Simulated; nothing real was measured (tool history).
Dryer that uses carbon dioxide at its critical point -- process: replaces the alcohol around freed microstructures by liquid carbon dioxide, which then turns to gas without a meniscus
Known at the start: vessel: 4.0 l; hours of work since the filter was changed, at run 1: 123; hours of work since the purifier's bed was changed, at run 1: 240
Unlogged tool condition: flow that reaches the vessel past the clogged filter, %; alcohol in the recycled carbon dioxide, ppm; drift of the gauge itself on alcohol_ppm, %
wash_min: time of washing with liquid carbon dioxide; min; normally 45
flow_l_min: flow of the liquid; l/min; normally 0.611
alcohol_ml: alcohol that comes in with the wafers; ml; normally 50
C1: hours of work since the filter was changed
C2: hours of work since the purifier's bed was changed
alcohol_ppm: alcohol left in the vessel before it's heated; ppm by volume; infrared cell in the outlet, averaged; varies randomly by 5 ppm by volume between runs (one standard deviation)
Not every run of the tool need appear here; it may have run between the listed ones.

Run 1, hour 0: usual settings; C1 123; C2 240. Result: alcohol_ppm 88 ppm by volume.
Run 2, hour 13.2: usual settings; C1 133; C2 250. Result: alcohol_ppm 100 ppm by volume.
Run 3, hour 35.4: usual settings; C1 150; C2 267. Result: alcohol_ppm 105 ppm by volume.
Run 4, hour 60.6: usual settings; C1 169; C2 287. Result: alcohol_ppm 108 ppm by volume.
At hour 78.5: inlet filter changed.
Run 5, hour 81.1: usual settings; C1 2; C2 301. Result: alcohol_ppm 83 ppm by volume.
Run 6, hour 103.4: usual settings; C1 19; C2 319. Result: alcohol_ppm 91 ppm by volume.
Run 7, hour 130.4: usual settings; C1 40; C2 339. Result: alcohol_ppm 89 ppm by volume.
Run 8, hour 158.2: usual settings; C1 61; C2 361. Result: alcohol_ppm 88 ppm by volume.
Run 9, hour 183.3: usual settings; C1 80; C2 380. Result: alcohol_ppm 105 ppm by volume.
Run 10, hour 200.7: usual settings; C1 93; C2 393. Result: alcohol_ppm 98 ppm by volume.
Run 11, hour 217.1: usual settings; C1 106; C2 406. Result: alcohol_ppm 109 ppm by volume.
Run 12, hour 233.1: usual settings but flow_l_min 0.928 l/min; C1 118; C2 418. Result: alcohol_ppm 74 ppm by volume.
Run 13, hour 255.1: usual settings but flow_l_min 0.928 l/min; C1 135; C2 435. Result: alcohol_ppm 73 ppm by volume.
Run 14, hour 274.4: usual settings but flow_l_min 0.928 l/min; C1 150; C2 449. Result: alcohol_ppm 90 ppm by volume.
Run 15, hour 293.4: usual settings but wash_min 54 min; C1 164; C2 464. Result: alcohol_ppm 94 ppm by volume.
Run 16, hour 312.9: usual settings but wash_min 54 min; C1 179; C2 479. Result: alcohol_ppm 100 ppm by volume.
At hour 318.2: inlet filter changed.
Run 17, hour 336.5: usual settings but wash_min 28 min; C1 14; C2 496. Result: alcohol_ppm 335 ppm by volume.
Run 18, hour 357.1: usual settings but wash_min 28 min; C1 30; C2 512. Result: alcohol_ppm 358 ppm by volume.
Run 19, hour 375.5: usual settings but wash_min 52 min; C1 44; C2 526. Result: alcohol_ppm 101 ppm by volume.
Run 20, hour 401.4: usual settings but wash_min 52 min; C1 64; C2 546. Result: alcohol_ppm 113 ppm by volume.
Run 21, hour 423.7: usual settings; C1 81; C2 563. Result: alcohol_ppm 128 ppm by volume.
Run 22, hour 437.5: usual settings; C1 91; C2 573. Result: alcohol_ppm 127 ppm by volume.
Run 23, hour 459.3: usual settings; C1 108; C2 590. Result: alcohol_ppm 149 ppm by volume.
Run 24, hour 484.9: usual settings but wash_min 31 min; C1 128; C2 610. Result: alcohol_ppm 374 ppm by volume.
Run 25, hour 502.4: usual settings but wash_min 31 min, flow_l_min 0.632 l/min, alcohol_ml 55 ml; C1 141; C2 623. Result: alcohol_ppm 391 ppm by volume.
Run 26, hour 522: usual settings but flow_l_min 0.559 l/min, alcohol_ml 35 ml; C1 156; C2 638. Result: alcohol_ppm 167 ppm by volume.
Run 27, hour 548.7: usual settings but flow_l_min 0.559 l/min, alcohol_ml 35 ml; C1 176; C2 659. Result: alcohol_ppm 182 ppm by volume.
At hour 557.5: inlet filter changed.
Run 28, hour 562.7: usual settings but wash_min 38 min, flow_l_min 0.705 l/min, alcohol_ml 68 ml; C1 4; C2 668. Result: alcohol_ppm 155 ppm by volume.
Run 29, hour 581.5: usual settings but wash_min 64 min, flow_l_min 0.705 l/min, alcohol_ml 23 ml; C1 18; C2 683. Result: alcohol_ppm 112 ppm by volume.
Run 30, hour 610.3: usual settings but flow_l_min 0.646 l/min; C1 40; C2 705. Result: alcohol_ppm 144 ppm by volume.
Run 31, hour 632.5: usual settings but flow_l_min 0.585 l/min; C1 57; C2 722. Result: alcohol_ppm 159 ppm by volume.
Run 32, hour 656.5: usual settings but flow_l_min 0.585 l/min; C1 76; C2 740. Result: alcohol_ppm 180 ppm by volume.
Run 33, hour 668.7: usual settings but wash_min 31 min; C1 85; C2 750. Result: alcohol_ppm 353 ppm by volume.
Run 34, hour 684.2: usual settings but wash_min 38 min; C1 97; C2 761. Result: alcohol_ppm 226 ppm by volume.
Run 35, hour 710.3: usual settings but wash_min 38 min; C1 117; C2 781. Result: alcohol_ppm 241 ppm by volume.
Run 36, hour 737.4: usual settings but wash_min 38 min; C1 138; C2 802. Result: alcohol_ppm 248 ppm by volume.
Run 37, hour 749.8: usual settings but wash_min 34 min, flow_l_min 0.471 l/min; C1 147; C2 812. Result: alcohol_ppm 645 ppm by volume.
Run 38, hour 772.4: usual settings but wash_min 34 min, flow_l_min 0.471 l/min; C1 164; C2 829. Result: alcohol_ppm 678 ppm by volume.
At hour 797.6: inlet filter changed.
Run 39, hour 797.6: usual settings but wash_min 34 min, flow_l_min 0.471 l/min; C1 0; C2 847. Result: alcohol_ppm 452 ppm by volume.
Run 40, hour 811.2: usual settings but flow_l_min 0.439 l/min, alcohol_ml 119 ml; C1 10; C2 858. Result: alcohol_ppm 466 ppm by volume.
Run 41, hour 836: usual settings but flow_l_min 0.439 l/min, alcohol_ml 119 ml; C1 29; C2 877. Result: alcohol_ppm 509 ppm by volume.
Run 42, hour 853.2: usual settings but wash_min 40 min, flow_l_min 0.735 l/min, alcohol_ml 119 ml; C1 43; C2 890. Result: alcohol_ppm 198 ppm by volume.
Run 43, hour 869.1: usual settings but wash_min 29 min, flow_l_min 0.754 l/min; C1 55; C2 902. Result: alcohol_ppm 249 ppm by volume.
Run 44, hour 893.2: usual settings but wash_min 53 min, flow_l_min 0.94 l/min, alcohol_ml 26 ml; C1 73; C2 921. Result: alcohol_ppm 168 ppm by volume.
Run 45, hour 917.9: usual settings but wash_min 38 min, flow_l_min 0.672 l/min, alcohol_ml 43 ml; C1 92; C2 939. Result: alcohol_ppm 211 ppm by volume.
Run 46, hour 940.8: usual settings but wash_min 48 min, flow_l_min 0.999 l/min, alcohol_ml 43 ml; C1 110; C2 957. Result: alcohol_ppm 155 ppm by volume.
Run 47, hour 965.7: usual settings but wash_min 48 min, flow_l_min 0.999 l/min, alcohol_ml 43 ml; C1 129; C2 976. Result: alcohol_ppm 164 ppm by volume.

What if the next run were any one of these 3? Each begins from the tool's condition after run 47:
Run A, hour 992.6: usual settings but wash_min 58 min, flow_l_min 0.999 l/min, alcohol_ml 118 ml; C1 149; C2 997. Result: alcohol_ppm ?.
Run B, hour 992.6: usual settings but wash_min 28 min, flow_l_min 0.52 l/min, alcohol_ml 43 ml; C1 149; C2 997. Result: alcohol_ppm ?.
Run C, hour 992.6: usual settings but wash_min 31 min, flow_l_min 0.419 l/min, alcohol_ml 56 ml; C1 149; C2 997. Result: alcohol_ppm ?.

run  alcohol_ppm
  A          176
  B          755
  C         1223
With no hidden state in the tool, these same runs would have given:
run  alcohol_ppm
  A           10
  B          359
  C          687
